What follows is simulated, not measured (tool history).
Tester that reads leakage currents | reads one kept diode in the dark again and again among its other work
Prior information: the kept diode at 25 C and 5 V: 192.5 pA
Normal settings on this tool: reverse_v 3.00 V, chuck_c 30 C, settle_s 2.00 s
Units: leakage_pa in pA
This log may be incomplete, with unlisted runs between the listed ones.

{"run": 1, "hour": 0.0, "reverse_v": 3.0, "chuck_c": 30, "settle_s": 2.0, "leakage_pa": 225.28}
{"run": 2, "hour": 30.8, "reverse_v": 3.0, "chuck_c": 30, "settle_s": 2.0, "leakage_pa": 223.44}
{"run": 3, "hour": 81.4, "reverse_v": 3.0, "chuck_c": 30, "settle_s": 2.0, "leakage_pa": 223.56}
{"run": 4, "hour": 116.6, "reverse_v": 3.0, "chuck_c": 30, "settle_s": 2.0, "leakage_pa": 224.6}
{"run": 5, "hour": 168.5, "reverse_v": 11.13, "chuck_c": 30, "settle_s": 2.0, "leakage_pa": 405.11}
{"run": 6, "hour": 216.5, "reverse_v": 11.13, "chuck_c": 30, "settle_s": 2.0, "leakage_pa": 403.53}
{"run": 7, "hour": 259.4, "reverse_v": 11.13, "chuck_c": 30, "settle_s": 2.15, "leakage_pa": 403.8}
{"run": 8, "hour": 288.1, "reverse_v": 11.13, "chuck_c": 30, "settle_s": 2.15, "leakage_pa": 407.9}
{"run": 9, "hour": 337.5, "reverse_v": 2.57, "chuck_c": 46, "settle_s": 3.41, "leakage_pa": 647.57}
{"run": 10, "hour": 383.2, "reverse_v": 2.57, "chuck_c": 46, "settle_s": 3.41, "leakage_pa": 649.08}
{"run": 11, "hour": 416.7, "reverse_v": 4.91, "chuck_c": 38, "settle_s": 7.09, "leakage_pa": 502.49}
{"run": 12, "hour": 452.0, "reverse_v": 10.46, "chuck_c": 25, "settle_s": 1.75, "leakage_pa": 275.16}
{"run": 13, "hour": 495.7, "reverse_v": 10.46, "chuck_c": 25, "settle_s": 1.75, "leakage_pa": 271.46}
{"run": 14, "hour": 532.8, "reverse_v": 17.94, "chuck_c": 22, "settle_s": 0.76, "leakage_pa": 280.57}
{"run": 15, "hour": 584.0, "reverse_v": 3.5, "chuck_c": 30, "settle_s": 0.76, "leakage_pa": 243.54}

Alternative continuations, all from the tool just after run 15; predict every row:
{"run": "A", "hour": 623.8, "reverse_v": 1.39, "chuck_c": 49, "settle_s": 0.76, "leakage_pa": "?"}
{"run": "B", "hour": 623.8, "reverse_v": 1.37, "chuck_c": 24, "settle_s": 2.43, "leakage_pa": "?"}
{"run": "C", "hour": 623.8, "reverse_v": 1.49, "chuck_c": 25, "settle_s": 0.64, "leakage_pa": "?"}
{"run": "D", "hour": 623.8, "reverse_v": 2.29, "chuck_c": 23, "settle_s": 1.88, "leakage_pa": "?"}

run=A leakage_pa=602.08
run=B leakage_pa=101.74
run=C leakage_pa=114.64
run=D leakage_pa=118.49
Take away the tool's hidden state, keep each run's random variation, and the runs would have read:
run=A leakage_pa=595.30
run=B leakage_pa=99.96
run=C leakage_pa=112.67
run=D leakage_pa=116.31

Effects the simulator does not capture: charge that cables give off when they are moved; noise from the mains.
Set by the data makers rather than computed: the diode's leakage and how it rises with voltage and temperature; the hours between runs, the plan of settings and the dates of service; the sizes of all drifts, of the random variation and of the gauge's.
